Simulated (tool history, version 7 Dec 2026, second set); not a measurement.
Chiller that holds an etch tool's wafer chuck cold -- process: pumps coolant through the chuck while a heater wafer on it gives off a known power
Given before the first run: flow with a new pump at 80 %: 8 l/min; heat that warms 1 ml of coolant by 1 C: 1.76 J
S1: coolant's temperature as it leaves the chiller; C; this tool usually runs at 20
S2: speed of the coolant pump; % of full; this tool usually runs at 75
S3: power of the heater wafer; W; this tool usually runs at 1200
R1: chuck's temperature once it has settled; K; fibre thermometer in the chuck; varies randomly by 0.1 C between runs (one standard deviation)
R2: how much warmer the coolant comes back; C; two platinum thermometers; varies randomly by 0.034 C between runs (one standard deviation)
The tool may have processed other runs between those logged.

Run 1, hour 0: usual settings. Result: R1 305.85 K, R2 5.67 C.
Run 2, hour 31.7: usual settings. Result: R1 305.75 K, R2 5.7 C.
Run 3, hour 52.2: usual settings. Result: R1 305.85 K, R2 5.72 C.
Run 4, hour 80.1: usual settings. Result: R1 305.95 K, R2 5.71 C.
Run 5, hour 106.3: usual settings. Result: R1 305.85 K, R2 5.73 C.
Run 6, hour 135.4: usual settings but S2 65 % of full. Result: R1 306.95 K, R2 6.57 C.
Run 7, hour 176.1: usual settings but S2 65 % of full. Result: R1 307.15 K, R2 6.55 C.
Run 8, hour 199.3: usual settings but S2 83 % of full. Result: R1 305.15 K, R2 5.13 C.
Run 9, hour 216.6: usual settings but S2 83 % of full. Result: R1 304.85 K, R2 5.19 C.
Run 10, hour 235.4: usual settings. Result: R1 305.85 K, R2 5.71 C.
Run 11, hour 262.2: usual settings. Result: R1 306.15 K, R2 5.68 C.
Run 12, hour 300: usual settings. Result: R1 306.05 K, R2 5.7 C.
Run 13, hour 319.5: usual settings. Result: R1 306.05 K, R2 5.71 C.
Run 14, hour 344.9: usual settings. Result: R1 306.05 K, R2 5.7 C.
At hour 372.8: chiller's thermometer calibrated.
Run 15, hour 376.9: usual settings. Result: R1 305.45 K, R2 5.69 C.
Run 16, hour 402.4: usual settings. Result: R1 305.75 K, R2 5.72 C.
Run 17, hour 431.5: usual settings but S1 23 C, S2 86 % of full, S3 1180 W. Result: R1 307.35 K, R2 4.93 C.
Run 18, hour 458.9: usual settings but S1 12 C, S2 60 % of full, S3 1235 W. Result: R1 300.05 K, R2 7.4 C.
Run 19, hour 489.2: usual settings but S1 12 C, S2 60 % of full, S3 1235 W. Result: R1 299.75 K, R2 7.31 C.
Run 20, hour 509.9: usual settings but S2 91 % of full. Result: R1 304.15 K, R2 4.73 C.
Run 21, hour 541.3: usual settings but S2 91 % of full. Result: R1 304.25 K, R2 4.69 C.
Run 22, hour 574.7: usual settings but S2 91 % of full. Result: R1 304.15 K, R2 4.78 C.
Run 23, hour 601.1: usual settings but S1 11 C, S2 66 % of full, S3 628 W. Result: R1 291.15 K, R2 3.44 C.
Run 24, hour 631.8: usual settings but S1 14 C, S2 84 % of full. Result: R1 298.85 K, R2 5.15 C.
Run 25, hour 657.8: usual settings but S1 14 C, S2 68 % of full, S3 830 W. Result: R1 296.55 K, R2 4.37 C.
Run 26, hour 696.3: usual settings but S2 93 % of full, S3 1169 W. Result: R1 303.85 K, R2 4.49 C.
Run 27, hour 716.6: usual settings but S2 93 % of full, S3 740 W. Result: R1 300.05 K, R2 2.82 C.
Run 28, hour 753.5: usual settings but S2 93 % of full, S3 740 W. Result: R1 299.95 K, R2 2.88 C.
Run 29, hour 791.6: usual settings but S1 19 C, S3 1006 W. Result: R1 302.65 K, R2 4.84 C.
Run 30, hour 816: usual settings but S1 19 C, S3 1006 W. Result: R1 302.75 K, R2 4.86 C.
Run 31, hour 842.3: usual settings but S1 10 C, S2 83 % of full, S3 707 W. Result: R1 290.25 K, R2 3.08 C.
Run 32, hour 881: usual settings but S1 13 C, S2 64 % of full, S3 707 W. Result: R1 294.45 K, R2 4.02 C.

Here are 4 independent what-if runs from the current tool condition. What would each one return?
Run A, hour 903.1: usual settings but S1 22 C, S2 64 % of full, S3 1339 W. Result: R1 ?, R2 ?.
Run B, hour 903.1: usual settings but S1 13 C, S2 83 % of full, S3 614 W. Result: R1 ?, R2 ?.
Run C, hour 903.1: usual settings but S1 30 C, S2 63 % of full, S3 1214 W. Result: R1 ?, R2 ?.
Run D, hour 903.1: usual settings but S1 16 C, S2 64 % of full, S3 707 W. Result: R1 ?, R2 ?.

run      R1    R2
  A  310.65  7.55
  B  292.15  2.65
  C  317.55  7.03
  D  297.25  3.99
With no hidden state in the tool, these same runs would have given:
run      R1    R2
  A  309.55  7.09
  B  291.65  2.49
  C  316.45   6.6
  D  296.55  3.74
